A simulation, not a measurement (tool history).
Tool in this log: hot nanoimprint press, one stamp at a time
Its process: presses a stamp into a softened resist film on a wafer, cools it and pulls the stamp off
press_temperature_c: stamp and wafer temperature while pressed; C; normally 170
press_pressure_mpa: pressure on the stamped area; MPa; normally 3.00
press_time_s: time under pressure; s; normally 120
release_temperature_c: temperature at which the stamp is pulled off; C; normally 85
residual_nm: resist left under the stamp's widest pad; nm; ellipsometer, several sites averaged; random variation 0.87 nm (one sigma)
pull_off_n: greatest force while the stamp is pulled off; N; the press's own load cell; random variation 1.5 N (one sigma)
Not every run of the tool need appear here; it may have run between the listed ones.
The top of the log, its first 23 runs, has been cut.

run     day  press_temperature_c  press_pressure_mpa  press_time_s  release_temperature_c  hours of work since the thermocouple was calibrated  imprints on the stamp's release coat  hours of work since the press's seals were changed  residual_nm  pull_off_n
 24  14.071                  170                3.59           120                     78                                                  394                                  1375                                                 863        176.8         163
 25  14.675                  170                3.59           120                     78                                                  404                                  1424                                                 873        174.2         159
 26  15.350                  169                3.02           120                     88                                                  416                                  1478                                                 885        202.4         135
 27  16.067                  170                2.30           120                     77                                                  428                                  1537                                                 897        225.7         163
 28  16.925                  170                2.30           120                     77                                                  443                                  1606                                                 912        225.6         164
 29  17.588                  180                3.00           120                     74                                                  455                                  1660                                                 924        139.3         171
 30  18.400                  170                2.42           120                     85                                                  469                                  1725                                                 938        218.0         145
 31  18.883                  170                3.30           155                     83                                                  477                                  1764                                                 946        170.0         148

Below are 3 alternative next runs, each starting from the tool's condition after run 31. Predict each:
  A  19.258                  170                3.11           224                     85                                                  484                                  1795                                                 953            ?           ?
  B  19.258                  170                2.70           120                     85                                                  484                                  1795                                                 953            ?           ?
  C  19.258                  170                4.72           155                     79                                                  484                                  1795                                                 953            ?           ?

run  residual_nm  pull_off_n
  A        152.5         143
  B        204.7         144
  C        136.5         160
Without the tool's hidden state the same runs would have given:
run  residual_nm  pull_off_n
  A        151.9         142
  B        204.0         142
  C        135.8         159
